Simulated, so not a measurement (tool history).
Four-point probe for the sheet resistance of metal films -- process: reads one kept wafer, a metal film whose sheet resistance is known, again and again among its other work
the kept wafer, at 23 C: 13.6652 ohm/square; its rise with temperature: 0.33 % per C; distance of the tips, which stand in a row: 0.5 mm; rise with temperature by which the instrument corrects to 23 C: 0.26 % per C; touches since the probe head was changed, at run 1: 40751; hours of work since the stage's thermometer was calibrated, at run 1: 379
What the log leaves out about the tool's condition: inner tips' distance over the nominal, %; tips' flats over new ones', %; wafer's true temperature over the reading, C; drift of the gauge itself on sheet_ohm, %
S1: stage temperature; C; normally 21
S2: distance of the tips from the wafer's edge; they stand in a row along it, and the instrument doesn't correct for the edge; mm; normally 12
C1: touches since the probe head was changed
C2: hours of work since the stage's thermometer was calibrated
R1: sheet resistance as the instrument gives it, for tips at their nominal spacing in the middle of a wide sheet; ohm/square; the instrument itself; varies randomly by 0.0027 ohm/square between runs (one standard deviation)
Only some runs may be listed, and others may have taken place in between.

run	hour	S1	S2	C1	C2	R1
1	0.0	21	12	40751	379	13.519970
2	8.6	21	12	41260	385	13.512093
3	17.6	21	12	41792	392	13.513150
4	25.0	21	12	42228	397	13.517520
# hour 26.7: stage's thermometer calibrated
5	41.3	21	12	43158	10	13.512626
6	53.6	21	8	43887	19	13.524587
7	71.7	29	19	44955	32	13.574619
8	80.8	20	12	45495	38	13.501784
9	90.1	24	9	46041	44	13.547956
10	107.4	24	9	47063	57	13.534387
11	118.5	24	9	47716	64	13.536545

Branching from run 11: 3 alternative next runs. What would each branch give?
# hour 131.8: stage's thermometer calibrated, once more
A	135.0	34	5	48663	2	?
# hour 131.8: stage's thermometer calibrated, once more
B	135.0	33	5	48663	2	?
# hour 131.8: stage's thermometer calibrated, once more
C	135.0	24	9	48663	2	?

run	R1
A	13.690048
B	13.678697
C	13.545434
What these runs would have given with no unlogged condition in the tool:
run	R1
A	13.844145
B	13.832665
C	13.697928

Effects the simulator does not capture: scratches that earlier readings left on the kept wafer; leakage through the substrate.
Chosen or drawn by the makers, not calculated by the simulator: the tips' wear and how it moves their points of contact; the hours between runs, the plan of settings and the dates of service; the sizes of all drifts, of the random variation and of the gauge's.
